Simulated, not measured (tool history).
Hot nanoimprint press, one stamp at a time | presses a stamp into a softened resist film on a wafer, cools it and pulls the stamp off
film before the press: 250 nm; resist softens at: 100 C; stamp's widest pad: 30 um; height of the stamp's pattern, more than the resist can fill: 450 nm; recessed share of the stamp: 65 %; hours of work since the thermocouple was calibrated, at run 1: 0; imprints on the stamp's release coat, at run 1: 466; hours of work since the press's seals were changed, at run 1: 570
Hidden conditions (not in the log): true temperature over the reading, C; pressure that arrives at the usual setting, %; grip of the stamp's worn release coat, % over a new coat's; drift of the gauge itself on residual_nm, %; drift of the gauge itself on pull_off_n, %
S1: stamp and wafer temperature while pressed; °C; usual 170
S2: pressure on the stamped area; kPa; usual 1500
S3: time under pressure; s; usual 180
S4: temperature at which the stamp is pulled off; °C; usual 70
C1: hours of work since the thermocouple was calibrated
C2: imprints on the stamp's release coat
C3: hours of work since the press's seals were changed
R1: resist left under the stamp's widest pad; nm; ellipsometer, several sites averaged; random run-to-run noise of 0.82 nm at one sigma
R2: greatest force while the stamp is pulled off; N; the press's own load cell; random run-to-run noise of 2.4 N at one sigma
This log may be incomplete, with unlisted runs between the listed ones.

run     day   S1    S2   S3  S4   C1    C2   C3     R1   R2
  1       0  170  1500  180  70    0   466  570  112.1  128
  2   3.604  170  2370  180  70   65   707  635   86.2  139
  3   5.492  170  2370  180  70   99   834  669   86.3  137
  4   7.162  170  1500  180  70  129   945  699  111.9  141
  5  10.483  170  1500  180  70  189  1168  759  106.9  153
     13.871  -- press's hydraulic seals changed and the load cell set to zero
  6  14.433  170  1500  180  70  255  1410   10  103.1  159
     15.321  -- stamp cleaned and given a new release coat
  7  17.025  170  1760  180  70  297   114   52   93.4  112
  8  18.846  170  1500  180  69  330   236   85    102  115
  9  21.338  170  1500  180  69  375   403  130  101.7  123
 10  24.138  170  1500  180  69  425   590  181  100.3  129
     25.408  -- plate thermocouple calibrated
 11  27.617  170  1500  180  68   40   815  241  111.1  146
 12  31.546  170  1500  180  70  111  1078  312  107.5  150
 13   34.15  170  1500  180  70  158  1252  359  106.6  159
 14  36.525  172  1500  180  70  201  1411  402   95.9  163
     37.329  -- stamp cleaned and given a new release coat
 15  39.921  170  1500  180  70  258   174  459  104.2  112
 16  43.796  169  1500  263  70  327   433  529   94.8  119
 17  46.175  169  1500  263  70  370   592  572   93.8  132
 18  47.833  169  1500  263  70  400   703  602   94.2  133
     50.517  -- plate thermocouple calibrated
 19  51.079  170  1500  176  71   10   912  658  114.3  147
 20  53.229  170  1500  180  65   49  1056  697  111.8  169
 21  56.258  171  1500  180  66  104  1259  752  106.6  174
 22  58.417  171  1500  180  66  143  1403  791  104.2  180
     59.388  -- stamp cleaned and given a new release coat
     60.238  -- press's hydraulic seals changed and the load cell set to zero
 23  60.662  170  2070  180  67  173    63    8   87.9  120
 24  62.333  170  2070  180  67  203   175   38   87.6  120
 25  65.954  170  2070  180  67  268   418  103     88  134
 26  69.146  170  1500  194  70  326   631  161   99.7  128
 27  72.842  178  1500  311  70  393   878  228   56.2  137
 28  75.654  167  1050  226  75  443  1067  278  129.1  126
     76.104  -- plate thermocouple calibrated
 29  78.679  159  2290  226  75   47  1261  331  140.9  136

Branching from run 29: 4 alternative next runs. What would each branch give?
     81.875  -- stamp cleaned and given a new release coat
  A  82.096  159  2290  129  72  104  15  388   ?   ?
     81.875  -- stamp cleaned and given a new release coat
  B  82.096  158  1180  348  75  104  15  388   ?   ?
     81.875  -- stamp cleaned and given a new release coat
  C  82.096  175  1500  180  70  104  15  388   ?   ?
     81.875  -- stamp cleaned and given a new release coat
  D  82.096  170  1500   94  70  104  15  388   ?   ?

run     R1   R2
  A  164.1  105
  B  169.3   92
  C   84.4  109
  D  132.4  106
Without the tool's unlogged condition, the same runs would have read:
run     R1   R2
  A  165.4  106
  B  171.9   93
  C   85.4  110
  D  133.9  107
